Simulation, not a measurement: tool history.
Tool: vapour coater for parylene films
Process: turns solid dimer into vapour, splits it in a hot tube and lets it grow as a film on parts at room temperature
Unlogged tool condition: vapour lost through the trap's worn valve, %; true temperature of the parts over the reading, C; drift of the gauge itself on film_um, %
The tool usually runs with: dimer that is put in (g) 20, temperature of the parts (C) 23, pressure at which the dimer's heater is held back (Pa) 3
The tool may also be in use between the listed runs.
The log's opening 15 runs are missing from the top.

run     day  dimer that is put in (g)  temperature of the parts (C)  pressure at which the dimer's heater is held back (Pa)  hours of work since the trap's valve was overhauled  hours of work since the table's thermometer was calibrated  thickness of the film (um)
 16   9.062                        26                            23                                                       3                                                  558                                                         254                        7.52
 17   9.654                        26                            23                                                       3                                                  568                                                         264                        7.55
      9.921  -- trap's valve overhauled
 18  10.479                        20                            24                                                       3                                                    9                                                         275                        6.37
 19  10.954                        24                            20                                                    9.98                                                   17                                                         283                        7.59
     11.058  -- table's thermometer calibrated
 20  11.638                        33                            34                                                    6.18                                                   28                                                          10                        6.26
 21  12.192                        10                            33                                                    4.56                                                   38                                                          19                        2.07
 22  12.904                        12                            23                                                    3.63                                                   50                                                          31                        3.73
 23  13.362                        27                            23                                                    2.29                                                   57                                                          39                        8.95
 24  14.021                        20                            29                                                    3.79                                                   69                                                          50                        4.93
 25  14.662                        15                            18                                                       3                                                   79                                                          61                        5.87
 26  15.096                        10                            21                                                     2.3                                                   87                                                          68                        3.49
     15.288  -- table's thermometer calibrated, once more
 27  15.671                        10                            21                                                     2.3                                                   96                                                           6                        3.59
 28  16.258                        20                            15                                                     4.7                                                  106                                                          16                        8.33
 29  16.871                        16                            23                                                    4.52                                                  116                                                          27                        4.98
 30  17.325                        20                            28                                                       3                                                  124                                                          34                        5.31
 31  17.854                        13                            28                                                    4.65                                                  133                                                          43                        3.27

Run 32 comes next. What will it give?
 32  18.558                        13                            28                                                    4.65                                                  144                                                          55                           ?

Run 32 produced thickness of the film (um) 3.22.
On a tool with no hidden condition, and with the same random variation, this run would have come out at thickness of the film (um) 3.3.
